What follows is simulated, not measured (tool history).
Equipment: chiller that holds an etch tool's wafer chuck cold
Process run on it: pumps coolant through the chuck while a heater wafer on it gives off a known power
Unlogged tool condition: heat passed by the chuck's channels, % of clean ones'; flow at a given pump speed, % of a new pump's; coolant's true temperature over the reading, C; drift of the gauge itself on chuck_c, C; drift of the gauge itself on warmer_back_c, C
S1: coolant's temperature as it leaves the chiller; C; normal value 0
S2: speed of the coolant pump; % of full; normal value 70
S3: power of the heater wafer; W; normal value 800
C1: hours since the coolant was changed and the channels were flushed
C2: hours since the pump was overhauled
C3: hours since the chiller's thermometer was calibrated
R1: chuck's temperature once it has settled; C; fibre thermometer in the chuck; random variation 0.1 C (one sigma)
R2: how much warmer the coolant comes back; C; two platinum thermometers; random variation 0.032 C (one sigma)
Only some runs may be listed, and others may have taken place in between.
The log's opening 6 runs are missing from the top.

Run 7, day 17.296: usual settings; C1 1882; C2 3472; C3 2036. Result: R1 6.9 C, R2 3.49 C.
At day 19.933: chiller's thermometer calibrated.
Run 8, day 20.221: usual settings; C1 1952; C2 3541; C3 7. Result: R1 6.8 C, R2 3.44 C.
Run 9, day 23.262: usual settings but S2 68 % of full; C1 2025; C2 3614; C3 80. Result: R1 7 C, R2 3.55 C.
Run 10, day 27.058: usual settings but S2 68 % of full; C1 2116; C2 3705; C3 171. Result: R1 7 C, R2 3.64 C.
Run 11, day 29.571: usual settings but S2 68 % of full; C1 2176; C2 3765; C3 231. Result: R1 7.2 C, R2 3.63 C.
Run 12, day 33.142: usual settings but S2 96 % of full; C1 2262; C2 3851; C3 317. Result: R1 5.7 C, R2 2.53 C.
Run 13, day 37.333: usual settings but S1 -8 C; C1 2362; C2 3952; C3 418. Result: R1 -1.1 C, R2 3.53 C.
Run 14, day 40.308: usual settings; C1 2434; C2 4023; C3 489. Result: R1 6.9 C, R2 3.52 C.
Run 15, day 42.346: usual settings; C1 2483; C2 4072; C3 538. Result: R1 7 C, R2 3.57 C.
At day 43.054: chiller's thermometer calibrated, once more.
Run 16, day 46.204: usual settings; C1 2574; C2 4163; C3 76. Result: R1 7.2 C, R2 3.54 C.
Run 17, day 49.129: usual settings; C1 2644; C2 4234; C3 146. Result: R1 7.3 C, R2 3.55 C.
Run 18, day 51.275: usual settings but S1 -5 C, S2 93 % of full; C1 2696; C2 4285; C3 197. Result: R1 1 C, R2 2.65 C.
Run 19, day 54.529: usual settings but S1 -8 C, S2 94 % of full; C1 2774; C2 4363; C3 275. Result: R1 -2.1 C, R2 2.62 C.
Run 20, day 56.346: usual settings but S2 77 % of full, S3 654 W; C1 2817; C2 4407; C3 319. Result: R1 5.6 C, R2 2.62 C.
Run 21, day 58.558: usual settings but S3 418 W; C1 2871; C2 4460; C3 372. Result: R1 3.9 C, R2 1.82 C.
Run 22, day 60.65: usual settings but S1 1 C, S3 532 W; C1 2921; C2 4510; C3 422. Result: R1 5.9 C, R2 2.38 C.
Run 23, day 62.771: usual settings but S1 7 C, S3 947 W; C1 2972; C2 4561; C3 473. Result: R1 15.6 C, R2 4.22 C.
Run 24, day 66.45: usual settings but S1 7 C, S3 947 W; C1 3060; C2 4649; C3 562. Result: R1 15.7 C, R2 4.22 C.
Run 25, day 69.321: usual settings but S1 -5 C, S2 71 % of full, S3 823 W; C1 3129; C2 4718; C3 630. Result: R1 2.6 C, R2 3.59 C.
Run 26, day 72.217: usual settings but S1 -5 C, S2 71 % of full, S3 823 W; C1 3198; C2 4788; C3 700. Result: R1 2.4 C, R2 3.62 C.
Run 27, day 74.942: usual settings but S1 7 C, S2 84 % of full; C1 3264; C2 4853; C3 765. Result: R1 13.6 C, R2 3 C.
Run 28, day 77.725: usual settings but S1 -4 C, S2 92 % of full, S3 474 W; C1 3331; C2 4920; C3 832. Result: R1 -0.2 C, R2 1.67 C.
Run 29, day 81.217: usual settings but S1 8 C, S2 66 % of full, S3 474 W; C1 3414; C2 5004; C3 916. Result: R1 12.5 C, R2 2.3 C.
Run 30, day 84.438: usual settings but S1 4 C; C1 3492; C2 5081; C3 993. Result: R1 11.4 C, R2 3.62 C.
Run 31, day 86.771: usual settings but S1 4 C; C1 3548; C2 5137; C3 1049. Result: R1 11.4 C, R2 3.6 C.

Here are 3 independent what-if runs from the current tool condition. What would each one return?
Run A, day 88.862: usual settings but S1 -1 C, S2 71 % of full, S3 947 W; C1 3598; C2 5187; C3 1099. Result: R1 ?, R2 ?.
Run B, day 88.862: usual settings but S1 -10 C; C1 3598; C2 5187; C3 1099. Result: R1 ?, R2 ?.
Run C, day 88.862: usual settings but S1 5 C, S2 69 % of full, S3 1019 W; C1 3598; C2 5187; C3 1099. Result: R1 ?, R2 ?.

run    R1    R2
  A   7.8  4.24
  B  -2.5  3.57
  C  14.6   4.7
Take away the tool's hidden state, keep each run's random variation, and the runs would have read:
run    R1    R2
  A   6.4  3.86
  B  -3.6  3.24
  C  13.1  4.28

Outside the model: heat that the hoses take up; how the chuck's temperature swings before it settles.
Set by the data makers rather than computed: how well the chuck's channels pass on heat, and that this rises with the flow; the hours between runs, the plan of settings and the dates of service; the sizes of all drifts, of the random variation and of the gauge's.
